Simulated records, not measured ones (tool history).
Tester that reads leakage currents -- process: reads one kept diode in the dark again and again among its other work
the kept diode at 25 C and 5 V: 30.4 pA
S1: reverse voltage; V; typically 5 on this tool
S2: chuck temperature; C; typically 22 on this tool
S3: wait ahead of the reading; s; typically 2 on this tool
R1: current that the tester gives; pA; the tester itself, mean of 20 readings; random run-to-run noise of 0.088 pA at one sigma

Run 1, hour 0: usual settings. Result: R1 24.19 pA.
Run 2, hour 79.5: usual settings. Result: R1 24.16 pA.
Run 3, hour 190.7: usual settings. Result: R1 24.09 pA.
Run 4, hour 307: usual settings. Result: R1 24.1 pA.
At hour 418.7: probe card cleaned and baked.
Run 5, hour 430.4: usual settings. Result: R1 24.07 pA.
Run 6, hour 536.9: usual settings. Result: R1 23.91 pA.
Run 7, hour 599.6: usual settings. Result: R1 24.08 pA.
Run 8, hour 720.1: usual settings. Result: R1 23.96 pA.
Run 9, hour 862.3: usual settings. Result: R1 24.12 pA.
Run 10, hour 954.3: usual settings but S1 1.05 V. Result: R1 14.1 pA.
Run 11, hour 1023.5: usual settings but S1 1.05 V. Result: R1 14.11 pA.
At hour 1060.9: chuck's temperature calibrated.
Run 12, hour 1170.4: usual settings. Result: R1 24.04 pA.
Run 13, hour 1241.8: usual settings but S2 44 C. Result: R1 128.33 pA.
Run 14, hour 1357: usual settings but S2 44 C. Result: R1 128.08 pA.
Run 15, hour 1512.3: usual settings but S2 44 C. Result: R1 127.95 pA.
Run 16, hour 1612.8: usual settings but S2 56 C. Result: R1 289.38 pA.
Run 17, hour 1700.4: usual settings but S2 56 C. Result: R1 291.51 pA.
Run 18, hour 1847: usual settings. Result: R1 24.16 pA.
Run 19, hour 1951.8: usual settings. Result: R1 24.11 pA.
Run 20, hour 2044.6: usual settings. Result: R1 24.15 pA.
Run 21, hour 2186: usual settings but S2 38 C, S3 0.65 s. Result: R1 82.91 pA.
Run 22, hour 2319.6: usual settings but S2 46 C, S3 0.66 s. Result: R1 147.6 pA.
Run 23, hour 2396.9: usual settings but S2 46 C, S3 0.66 s. Result: R1 147.82 pA.
Run 24, hour 2460.3: usual settings but S1 1.11 V, S3 9.33 s. Result: R1 14.32 pA.
Run 25, hour 2536.4: usual settings but S1 1.11 V, S2 30 C, S3 0.42 s. Result: R1 27.13 pA.
Run 26, hour 2605.3: usual settings but S1 1.11 V, S2 30 C, S3 0.42 s. Result: R1 27.18 pA.
At hour 2677.2: chuck's temperature calibrated.
Run 27, hour 2735.8: usual settings but S1 3.54 V, S2 40 C, S3 0.42 s. Result: R1 85.75 pA.
Run 28, hour 2875: usual settings but S1 12.37 V, S2 28 C, S3 3.64 s. Result: R1 52.93 pA.
Run 29, hour 3016.6: usual settings but S1 3.49 V, S2 26 C, S3 1.47 s. Result: R1 29.26 pA.
Run 30, hour 3092.4: usual settings but S1 3.49 V, S2 26 C, S3 1.47 s. Result: R1 29.32 pA.
Run 31, hour 3213.8: usual settings but S1 19.25 V, S3 0.89 s. Result: R1 39.56 pA.
Run 32, hour 3277.1: usual settings but S3 1.05 s. Result: R1 24.21 pA.
Run 33, hour 3372.3: usual settings but S1 3.61 V, S2 33 C, S3 0.78 s. Result: R1 51.13 pA.
At hour 3511.5: probe card cleaned and baked.
Run 34, hour 3519.3: usual settings but S1 3.61 V, S2 33 C, S3 0.78 s. Result: R1 50.98 pA.
Run 35, hour 3655.4: usual settings but S1 4.14 V, S2 20 C, S3 9.53 s. Result: R1 19.06 pA.
Run 36, hour 3758.2: usual settings but S1 4.14 V, S2 20 C, S3 2.56 s. Result: R1 19.17 pA.
Run 37, hour 3827: usual settings but S1 1.59 V, S2 41 C, S3 2.17 s. Result: R1 69.48 pA.
Run 38, hour 3941.5: usual settings but S1 7.54 V, S3 2.86 s. Result: R1 27.69 pA.
Run 39, hour 4056.7: usual settings but S1 7.54 V, S3 2.86 s. Result: R1 27.65 pA.

Each row is a separate what-if for the run after 39, all from the same tool condition, not one after another. Results?
Run A, hour 4146.9: usual settings but S1 5.2 V, S2 37 C, S3 1.53 s. Result: R1 ?.
Run B, hour 4146.9: usual settings but S1 10.71 V, S3 0.57 s. Result: R1 ?.
Run C, hour 4146.9: usual settings but S1 1.06 V, S2 21 C. Result: R1 ?.

run     R1
  A   78.2
  B  32.21
  C  13.02
Take away the tool's hidden state, keep each run's random variation, and the runs would have read:
run     R1
  A  78.18
  B  32.19
  C  13.02

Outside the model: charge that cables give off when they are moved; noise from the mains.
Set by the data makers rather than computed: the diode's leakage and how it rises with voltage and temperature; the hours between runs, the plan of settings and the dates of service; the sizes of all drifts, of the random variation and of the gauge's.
